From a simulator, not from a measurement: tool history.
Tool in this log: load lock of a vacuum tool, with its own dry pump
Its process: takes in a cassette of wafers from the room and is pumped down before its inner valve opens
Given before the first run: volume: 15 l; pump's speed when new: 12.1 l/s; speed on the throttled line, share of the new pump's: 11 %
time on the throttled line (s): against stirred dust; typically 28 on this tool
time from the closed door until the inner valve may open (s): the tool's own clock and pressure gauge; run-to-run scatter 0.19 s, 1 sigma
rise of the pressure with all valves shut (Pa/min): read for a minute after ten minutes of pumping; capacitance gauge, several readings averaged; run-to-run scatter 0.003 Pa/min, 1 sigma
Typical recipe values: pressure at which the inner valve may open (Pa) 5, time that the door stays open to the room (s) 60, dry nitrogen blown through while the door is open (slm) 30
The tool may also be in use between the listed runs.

| run | hour | time on the throttled line (s) | pressure at which the inner valve may open (Pa) | time that the door stays open to the room (s) | dry nitrogen blown through while the door is open (slm) | incoming humidity of the room's air, % | time from the closed door until the inner valve may open (s) | rise of the pressure with all valves shut (Pa/min) |
|---|---|---|---|---|---|---|---|---|
| 1 | 0 | 28 | 5 | 60 | 30 | 45.6 | 37.9 | 0.047 |
| 2 | 95.8 | 32 | 5 | 60 | 30 | 40.4 | 41.1 | 0.046 |
| 3 | 286.9 | 32 | 5 | 60 | 30 | 47.7 | 41.5 | 0.052 |
| 4 | 452.9 | 32 | 5 | 60 | 30 | 44.1 | 41.3 | 0.05 |
| 5 | 599 | 28 | 5 | 60 | 30 | 45.2 | 37.7 | 0.049 |
| 6 | 691.6 | 28 | 5 | 79 | 30 | 44 | 37.9 | 0.051 |
| 7 | 801.2 | 21 | 5 | 132 | 27 | 47.1 | 31.9 | 0.063 |
| 8 | 919.9 | 26 | 5 | 60 | 41 | 41.7 | 36.3 | 0.054 |
| 9 | 1089.7 | 25 | 5 | 60 | 26 | 46.5 | 35.4 | 0.058 |
| 10 | 1200.8 | 14 | 6 | 124 | 5 | 45.7 | 25.9 | 0.085 |

Each row is a separate what-if for the run after 10, all from the same tool condition, not one after another. Results?
| A | 1305 | 52 | 6 | 60 | 6 | 43.8 | ? | ? |
| B | 1305 | 28 | 5 | 28 | 30 | 44.6 | ? | ? |
| C | 1305 | 29 | 6 | 27 | 5 | 44.1 | ? | ? |

| run | time from the closed door until the inner valve may open (s) | rise of the pressure with all valves shut (Pa/min) |
|---|---|---|
| A | 59.6 | 0.071 |
| B | 38 | 0.055 |
| C | 39.1 | 0.065 |
Take away the tool's hidden state, keep each run's random variation, and the runs would have read:
| run | time from the closed door until the inner valve may open (s) | rise of the pressure with all valves shut (Pa/min) |
|---|---|---|
| A | 59 | 0.037 |
| B | 37.2 | 0.021 |
| C | 38.4 | 0.032 |
